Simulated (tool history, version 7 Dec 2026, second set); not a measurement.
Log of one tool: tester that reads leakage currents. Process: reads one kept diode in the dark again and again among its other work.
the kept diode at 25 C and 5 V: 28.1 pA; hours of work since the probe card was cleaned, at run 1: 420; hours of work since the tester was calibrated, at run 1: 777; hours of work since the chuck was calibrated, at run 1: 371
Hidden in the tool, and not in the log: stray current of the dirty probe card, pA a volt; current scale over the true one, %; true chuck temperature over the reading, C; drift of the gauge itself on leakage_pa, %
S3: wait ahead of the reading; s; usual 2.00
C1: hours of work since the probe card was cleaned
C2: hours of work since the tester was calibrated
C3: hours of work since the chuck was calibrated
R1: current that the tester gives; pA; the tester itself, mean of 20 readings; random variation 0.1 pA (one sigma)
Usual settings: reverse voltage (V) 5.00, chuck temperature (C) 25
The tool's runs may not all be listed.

run 1 day=0.000 | reverse_voltage_(V)=5.00 chuck_temperature_(C)=25 S3=2.00 | C1=420 C2=777 C3=371 | R1=31.25
run 2 day=1.658 | reverse_voltage_(V)=5.00 chuck_temperature_(C)=25 S3=2.00 | C1=444 C2=801 C3=395 | R1=31.45
run 3 day=3.471 | reverse_voltage_(V)=3.60 chuck_temperature_(C)=25 S3=2.00 | C1=470 C2=827 C3=421 | R1=25.64
run 4 day=5.083 | reverse_voltage_(V)=3.60 chuck_temperature_(C)=25 S3=2.00 | C1=493 C2=850 C3=444 | R1=25.74
run 5 day=6.608 | reverse_voltage_(V)=3.60 chuck_temperature_(C)=25 S3=2.00 | C1=515 C2=872 C3=466 | R1=25.83
run 6 day=8.546 | reverse_voltage_(V)=2.09 chuck_temperature_(C)=25 S3=2.00 | C1=542 C2=900 C3=494 | R1=18.63
run 7 day=9.842 | reverse_voltage_(V)=2.09 chuck_temperature_(C)=25 S3=2.00 | C1=561 C2=918 C3=512 | R1=18.59
run 8 day=11.529 | reverse_voltage_(V)=2.09 chuck_temperature_(C)=25 S3=2.00 | C1=585 C2=942 C3=536 | R1=18.66
run 9 day=13.288 | reverse_voltage_(V)=2.09 chuck_temperature_(C)=25 S3=2.00 | C1=610 C2=968 C3=562 | R1=18.76
run 10 day=14.908 | reverse_voltage_(V)=5.00 chuck_temperature_(C)=25 S3=2.00 | C1=634 C2=991 C3=585 | R1=32.50
run 11 day=16.008 | reverse_voltage_(V)=5.00 chuck_temperature_(C)=48 S3=2.00 | C1=649 C2=1007 C3=601 | R1=140.80
run 12 day=17.554 | reverse_voltage_(V)=5.00 chuck_temperature_(C)=25 S3=2.00 | C1=672 C2=1029 C3=623 | R1=32.64
run 13 day=19.225 | reverse_voltage_(V)=5.00 chuck_temperature_(C)=20 S3=2.00 | C1=695 C2=1053 C3=647 | R1=24.24
run 14 day=20.875 | reverse_voltage_(V)=5.00 chuck_temperature_(C)=25 S3=2.00 | C1=719 C2=1076 C3=670 | R1=32.77
run 15 day=22.017 | reverse_voltage_(V)=5.00 chuck_temperature_(C)=25 S3=2.00 | C1=735 C2=1093 C3=687 | R1=32.77
run 16 day=23.696 | reverse_voltage_(V)=5.00 chuck_temperature_(C)=53 S3=2.00 | C1=760 C2=1117 C3=711 | R1=191.07
run 17 day=24.708 | reverse_voltage_(V)=5.00 chuck_temperature_(C)=53 S3=2.00 | C1=774 C2=1131 C3=725 | R1=191.09
run 18 day=26.367 | reverse_voltage_(V)=5.00 chuck_temperature_(C)=25 S3=6.47 | C1=798 C2=1155 C3=749 | R1=32.68
run 19 day=28.033 | reverse_voltage_(V)=14.90 chuck_temperature_(C)=25 S3=6.47 | C1=822 C2=1179 C3=773 | R1=67.38
run 20 day=29.054 | reverse_voltage_(V)=5.34 chuck_temperature_(C)=25 S3=2.00 | C1=836 C2=1194 C3=788 | R1=34.73
run 21 day=30.696 | reverse_voltage_(V)=5.34 chuck_temperature_(C)=25 S3=2.00 | C1=860 C2=1217 C3=811 | R1=34.95
run 22 day=31.967 | reverse_voltage_(V)=5.43 chuck_temperature_(C)=32 S3=1.07 | C1=878 C2=1235 C3=829 | R1=54.76
run 23 day=32.867 | reverse_voltage_(V)=2.00 chuck_temperature_(C)=25 S3=0.35 | C1=891 C2=1248 C3=842 | R1=20.14
run 24 day=34.571 | reverse_voltage_(V)=1.03 chuck_temperature_(C)=25 S3=0.35 | C1=915 C2=1273 C3=867 | R1=13.06
run 25 day=36.254 | reverse_voltage_(V)=1.84 chuck_temperature_(C)=54 S3=2.00 | C1=939 C2=1297 C3=891 | R1=114.41
run 26 day=37.875 | reverse_voltage_(V)=5.00 chuck_temperature_(C)=25 S3=4.20 | C1=963 C2=1320 C3=914 | R1=33.40
run 27 day=39.246 | reverse_voltage_(V)=5.76 chuck_temperature_(C)=37 S3=9.50 | C1=982 C2=1339 C3=933 | R1=75.75
run 28 day=40.496 | reverse_voltage_(V)=3.35 chuck_temperature_(C)=22 S3=7.54 | C1=1000 C2=1357 C3=951 | R1=21.46
run 29 day=42.183 | reverse_voltage_(V)=9.33 chuck_temperature_(C)=39 S3=1.94 | C1=1024 C2=1382 C3=976 | R1=115.62
run 30 day=44.079 | reverse_voltage_(V)=9.33 chuck_temperature_(C)=39 S3=1.94 | C1=1051 C2=1409 C3=1003 | R1=116.59
run 31 day=44.925 | reverse_voltage_(V)=5.00 chuck_temperature_(C)=20 S3=2.00 | C1=1064 C2=1421 C3=1015 | R1=26.24
run 32 day=46.008 | reverse_voltage_(V)=15.60 chuck_temperature_(C)=45 S3=2.00 | C1=1079 C2=1436 C3=1030 | R1=225.85
run 33 day=46.954 | reverse_voltage_(V)=5.51 chuck_temperature_(C)=24 S3=2.00 | C1=1093 C2=1450 C3=1044 | R1=34.95
run 34 day=48.725 | reverse_voltage_(V)=5.51 chuck_temperature_(C)=24 S3=2.00 | C1=1118 C2=1475 C3=1069 | R1=35.19
run 35 day=50.062 | reverse_voltage_(V)=12.46 chuck_temperature_(C)=24 S3=2.56 | C1=1137 C2=1494 C3=1088 | R1=62.93
run 36 day=51.583 | reverse_voltage_(V)=9.67 chuck_temperature_(C)=24 S3=2.56 | C1=1159 C2=1516 C3=1110 | R1=52.21
run 37 day=53.225 | reverse_voltage_(V)=7.90 chuck_temperature_(C)=21 S3=0.52 | C1=1183 C2=1540 C3=1134 | R1=43.45
run 38 day=54.421 | reverse_voltage_(V)=18.83 chuck_temperature_(C)=21 S3=5.68 | C1=1200 C2=1557 C3=1151 | R1=74.79
run 39 day=55.625 | reverse_voltage_(V)=2.01 chuck_temperature_(C)=25 S3=2.00 | C1=1217 C2=1574 C3=1168 | R1=19.09

Forecast each of these 4 alternatives for the next run:
run A day=56.475 | reverse_voltage_(V)=4.53 chuck_temperature_(C)=25 S3=3.40 | C1=1229 C2=1586 C3=1180 | R1=?
run B day=56.475 | reverse_voltage_(V)=2.84 chuck_temperature_(C)=25 S3=2.00 | C1=1229 C2=1586 C3=1180 | R1=?
run C day=56.475 | reverse_voltage_(V)=12.48 chuck_temperature_(C)=29 S3=0.55 | C1=1229 C2=1586 C3=1180 | R1=?
run D day=56.475 | reverse_voltage_(V)=5.91 chuck_temperature_(C)=27 S3=3.63 | C1=1229 C2=1586 C3=1180 | R1=?

run=A R1=32.67
run=B R1=23.90
run=C R1=87.43
run=D R1=43.44
Without the tool's hidden state the same runs would have given:
run=A R1=27.23
run=B R1=21.01
run=C R1=71.02
run=D R1=36.46
